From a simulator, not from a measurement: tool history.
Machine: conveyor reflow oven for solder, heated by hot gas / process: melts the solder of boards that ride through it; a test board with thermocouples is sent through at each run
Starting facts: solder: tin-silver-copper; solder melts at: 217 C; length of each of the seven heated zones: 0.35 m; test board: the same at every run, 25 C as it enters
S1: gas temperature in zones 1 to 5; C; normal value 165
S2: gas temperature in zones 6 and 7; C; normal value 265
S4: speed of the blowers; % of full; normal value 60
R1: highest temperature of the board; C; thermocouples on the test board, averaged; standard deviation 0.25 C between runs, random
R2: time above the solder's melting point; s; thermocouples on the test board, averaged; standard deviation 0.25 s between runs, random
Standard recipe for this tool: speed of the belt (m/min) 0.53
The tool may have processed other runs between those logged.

run 1 hour=0 | S1=165 S2=265 speed_of_the_belt_(m/min)=0.53 S4=60 | R1=252.1 R2=57.5
run 2 hour=5.2 | S1=165 S2=265 speed_of_the_belt_(m/min)=0.43 S4=60 | R1=257 R2=77.1
run 3 hour=14.3 | S1=165 S2=265 speed_of_the_belt_(m/min)=0.43 S4=60 | R1=257.8 R2=77.1
run 4 hour=21.3 | S1=165 S2=265 speed_of_the_belt_(m/min)=0.43 S4=60 | R1=257.3 R2=77.1
run 5 hour=33.5 | S1=165 S2=265 speed_of_the_belt_(m/min)=0.43 S4=60 | R1=256.9 R2=77.7
run 6 hour=41.3 | S1=165 S2=265 speed_of_the_belt_(m/min)=0.43 S4=60 | R1=257.6 R2=77.3
run 7 hour=48.8 | S1=165 S2=265 speed_of_the_belt_(m/min)=0.53 S4=60 | R1=252.2 R2=57.5
run 8 hour=56.2 | S1=165 S2=265 speed_of_the_belt_(m/min)=0.53 S4=60 | R1=251.5 R2=57.2
run 9 hour=65.2 | S1=165 S2=265 speed_of_the_belt_(m/min)=0.53 S4=60 | R1=252.2 R2=57.2
run 10 hour=77.7 | S1=165 S2=265 speed_of_the_belt_(m/min)=0.53 S4=60 | R1=252.4 R2=57.3
run 11 hour=85.3 | S1=165 S2=265 speed_of_the_belt_(m/min)=0.53 S4=60 | R1=252.1 R2=57.3
-- hour=90.5 belt drive overhauled, speed set with a stopwatch
run 12 hour=94.9 | S1=165 S2=265 speed_of_the_belt_(m/min)=0.53 S4=60 | R1=252.4 R2=56.7
run 13 hour=105.7 | S1=165 S2=265 speed_of_the_belt_(m/min)=0.448 S4=60 | R1=257.1 R2=72.8
run 14 hour=111.3 | S1=165 S2=265 speed_of_the_belt_(m/min)=0.53 S4=60 | R1=252 R2=57.4
-- hour=115.9 belt drive overhauled, speed set with a stopwatch, once more
run 15 hour=123.5 | S1=165 S2=265 speed_of_the_belt_(m/min)=0.605 S4=60 | R1=247.6 R2=46
run 16 hour=135 | S1=165 S2=265 speed_of_the_belt_(m/min)=0.53 S4=60 | R1=251.6 R2=56.9
run 17 hour=140.9 | S1=168 S2=265 speed_of_the_belt_(m/min)=0.438 S4=73 | R1=258.5 R2=78.1
run 18 hour=147.5 | S1=168 S2=265 speed_of_the_belt_(m/min)=0.438 S4=73 | R1=257.6 R2=77.9
run 19 hour=155.1 | S1=164 S2=267 speed_of_the_belt_(m/min)=0.637 S4=61 | R1=247.1 R2=42.5
run 20 hour=161 | S1=151 S2=261 speed_of_the_belt_(m/min)=0.461 S4=90 | R1=253.4 R2=64.9
run 21 hour=171.6 | S1=165 S2=265 speed_of_the_belt_(m/min)=0.53 S4=53 | R1=250.4 R2=55.6
run 22 hour=180.2 | S1=165 S2=259 speed_of_the_belt_(m/min)=0.528 S4=58 | R1=246.1 R2=52.8
run 23 hour=186.1 | S1=159 S2=276 speed_of_the_belt_(m/min)=0.635 S4=60 | R1=254 R2=46
run 24 hour=191.8 | S1=159 S2=265 speed_of_the_belt_(m/min)=0.635 S4=60 | R1=244.3 R2=39.2
run 25 hour=203.9 | S1=153 S2=265 speed_of_the_belt_(m/min)=0.635 S4=68 | R1=244.7 R2=38.2
run 26 hour=213.9 | S1=158 S2=254 speed_of_the_belt_(m/min)=0.427 S4=63 | R1=247 R2=66.7
run 27 hour=221.6 | S1=180 S2=255 speed_of_the_belt_(m/min)=0.561 S4=73 | R1=244.6 R2=54.7
run 28 hour=233.8 | S1=180 S2=273 speed_of_the_belt_(m/min)=0.588 S4=83 | R1=261.4 R2=61.4
run 29 hour=246.4 | S1=180 S2=273 speed_of_the_belt_(m/min)=0.588 S4=83 | R1=261.1 R2=60.8
run 30 hour=251.7 | S1=180 S2=273 speed_of_the_belt_(m/min)=0.588 S4=83 | R1=260.6 R2=61
run 31 hour=256.8 | S1=162 S2=265 speed_of_the_belt_(m/min)=0.443 S4=52 | R1=255.2 R2=71

What if the next run were any one of these 3? Each begins from the tool's condition after run 31:
run A hour=266.4 | S1=170 S2=264 speed_of_the_belt_(m/min)=0.443 S4=52 | R1=? R2=?
run B hour=266.4 | S1=165 S2=265 speed_of_the_belt_(m/min)=0.53 S4=84 | R1=? R2=?
run C hour=266.4 | S1=151 S2=265 speed_of_the_belt_(m/min)=0.53 S4=58 | R1=? R2=?

run=A R1=254.9 R2=74.1
run=B R1=255.3 R2=59.9
run=C R1=249.1 R2=50.3
Without the tool's unlogged condition, the same runs would have read:
run=A R1=255.3 R2=74.8
run=B R1=256.4 R2=61.1
run=C R1=250.4 R2=51.9

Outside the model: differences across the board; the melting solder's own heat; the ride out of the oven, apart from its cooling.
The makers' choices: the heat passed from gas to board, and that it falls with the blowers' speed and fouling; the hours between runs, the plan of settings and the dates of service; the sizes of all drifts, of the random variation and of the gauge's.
